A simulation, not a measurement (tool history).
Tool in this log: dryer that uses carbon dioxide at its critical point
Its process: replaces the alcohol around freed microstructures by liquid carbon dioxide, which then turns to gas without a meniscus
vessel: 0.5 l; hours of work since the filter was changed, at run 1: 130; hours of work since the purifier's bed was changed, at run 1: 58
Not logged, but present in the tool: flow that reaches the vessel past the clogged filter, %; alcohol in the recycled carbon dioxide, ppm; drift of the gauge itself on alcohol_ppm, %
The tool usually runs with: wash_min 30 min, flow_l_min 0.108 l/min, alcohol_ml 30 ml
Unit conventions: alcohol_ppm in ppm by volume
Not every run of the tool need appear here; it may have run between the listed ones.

run	hour	wash_min	flow_l_min	alcohol_ml	hours of work since the filter was changed	hours of work since the purifier's bed was changed	alcohol_ppm
1	0	30	0.108	30	130	58	160
2	8.5	30	0.108	30	135	63	173
3	18.8	30	0.108	30	141	68	180
4	29.2	30	0.108	86	147	74	464
5	35.4	30	0.108	25	150	78	147
6	43.4	30	0.108	30	154	82	177
7	55.5	30	0.108	80	161	89	436
8	67.2	30	0.108	80	167	95	458
9	72.8	30	0.108	80	171	98	475
10	78.4	30	0.108	80	174	101	471
11	85.1	30	0.108	80	177	105	468
12	90.8	30	0.108	80	180	108	462
13	101.3	30	0.108	30	186	114	202
14	108.1	30	0.108	30	190	118	201
15	119.8	30	0.09	30	196	124	526
16	128.8	30	0.09	30	201	129	525
17	140.9	30	0.108	72	208	136	459
18	152	30	0.108	31	214	142	230
19	161.1	19	0.108	30	219	147	1541
20	171	30	0.108	30	225	152	237
21	177.3	30	0.108	30	228	156	240
22	188.8	30	0.108	30	234	162	236
23	194.1	30	0.15	30	237	165	59
24	201.2	30	0.15	30	241	169	55
25	208.9	42	0.108	30	246	173	62
26	217.9	43	0.108	30	251	178	64
27	223.1	43	0.108	30	253	181	65
28	231.3	46	0.079	30	258	186	158
29	240.5	19	0.073	53	263	191	9848
30	252.7	30	0.152	30	270	197	68
31	264.4	30	0.152	30	276	204	73
32	273.8	30	0.152	87	281	209	108
33	284.3	30	0.152	87	287	215	103
34	291	29	0.08	89	291	218	3468
35	297.1	21	0.099	78	294	222	4395
36	306.3	19	0.099	111	299	227	8893
37	316.5	18	0.124	27	305	233	1223
38	327.9	21	0.073	30	311	239	4784
39	339.5	21	0.073	30	318	245	4846
40	351.2	21	0.073	27	324	252	4331
41	359.9	29	0.108	98	329	256	1011
42	371.5	33	0.091	27	335	263	437
43	377.6	23	0.1	40	339	266	1687
44	389.3	23	0.1	40	345	273	1774
45	395.5	24	0.065	33	348	276	5286
46	403.9	45	0.076	58	353	281	513
47	414.3	46	0.117	58	359	286	77

3 options for the next run, each taken on its own from the tool as it stands now. Forecast them:
A	426	18	0.108	113	365	293	?
B	426	20	0.144	112	365	293	?
C	426	30	0.108	26	365	293	?

run	alcohol_ppm
A	8869
B	1721
C	293
Take away the tool's hidden state, keep each run's random variation, and the runs would have read:
run	alcohol_ppm
A	5021
B	713
C	91

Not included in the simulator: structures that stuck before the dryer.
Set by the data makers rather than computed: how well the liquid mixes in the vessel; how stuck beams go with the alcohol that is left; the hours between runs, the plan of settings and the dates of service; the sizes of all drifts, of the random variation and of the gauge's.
